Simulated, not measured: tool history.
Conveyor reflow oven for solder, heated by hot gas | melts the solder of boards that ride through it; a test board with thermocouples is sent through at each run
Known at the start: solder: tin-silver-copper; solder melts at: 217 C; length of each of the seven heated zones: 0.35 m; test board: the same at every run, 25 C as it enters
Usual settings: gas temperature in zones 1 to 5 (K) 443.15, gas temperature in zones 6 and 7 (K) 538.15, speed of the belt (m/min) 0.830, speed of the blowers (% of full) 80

run,hour,gas temperature in zones 1 to 5 (K),gas temperature in zones 6 and 7 (K),speed of the belt (m/min),speed of the blowers (% of full),highest temperature of the board (K),time above the solder's melting point (s)
1,0.0,443.15,538.15,0.830,80,519.35,32.6
2,27.9,443.15,538.15,0.830,80,518.55,32.5
3,47.0,443.15,538.15,0.830,80,518.85,32.9
4,75.1,443.15,538.15,0.818,80,518.95,33.6
5,104.9,443.15,538.15,0.818,80,518.85,33.6
6,133.3,448.15,538.15,0.818,80,520.35,35.0
7,150.4,448.15,538.15,0.818,80,520.25,35.6
8,177.9,448.15,538.15,0.887,80,517.65,30.7
9,199.8,448.15,538.15,0.887,80,517.25,31.0
10,228.4,453.15,538.15,0.887,80,518.55,32.3
11,252.4,453.15,538.15,0.887,80,518.45,32.5
12,267.2,453.15,538.15,0.887,80,518.65,33.0
13,293.5,453.15,538.15,0.887,80,518.45,32.7
14,311.3,453.15,538.15,0.887,80,518.75,32.6
15,325.8,453.15,538.15,0.887,80,518.65,32.9
16,353.9,453.15,538.15,0.887,80,518.65,32.4
17,374.7,453.15,538.15,0.887,80,518.95,32.7
18,388.4,453.15,530.15,0.887,56,508.25,24.3
19,417.4,443.15,531.15,0.830,80,513.15,29.5
20,433.8,443.15,531.15,0.830,80,513.85,28.6
21,448.9,443.15,538.15,0.750,80,522.65,39.5
22,466.4,448.15,546.15,0.730,84,531.65,46.5
23,495.3,448.15,546.15,0.730,84,531.05,46.7
24,513.1,448.15,540.15,0.803,84,523.85,38.3
25,528.7,448.15,540.15,0.803,84,523.25,38.1
26,551.6,443.15,550.15,0.692,80,535.55,49.7
27,578.1,443.15,538.15,0.862,74,516.95,30.2
28,596.8,443.15,538.15,0.862,74,516.55,29.6
29,617.2,443.15,538.15,0.870,80,516.85,30.1
30,632.7,443.15,538.15,0.925,68,513.05,24.5
31,661.8,443.15,538.15,0.830,63,515.55,30.6

Not shown: 2 entries that the log had between the listed runs. Between which runs, and how does the tool's hidden state differ before and after?
Between runs 9 and 10: flux residue cleaned out of gas plates and filters (hour 213.2)
  heat that the gas passes to the board, % of a clean oven's: 99.6 -> 100; belt's true speed, % of the reading: 99.93 -> 99.92
Between runs 30 and 31: flux residue cleaned out of gas plates and filters (hour 650.8)
  heat that the gas passes to the board, % of a clean oven's: 99.6 -> 99.9
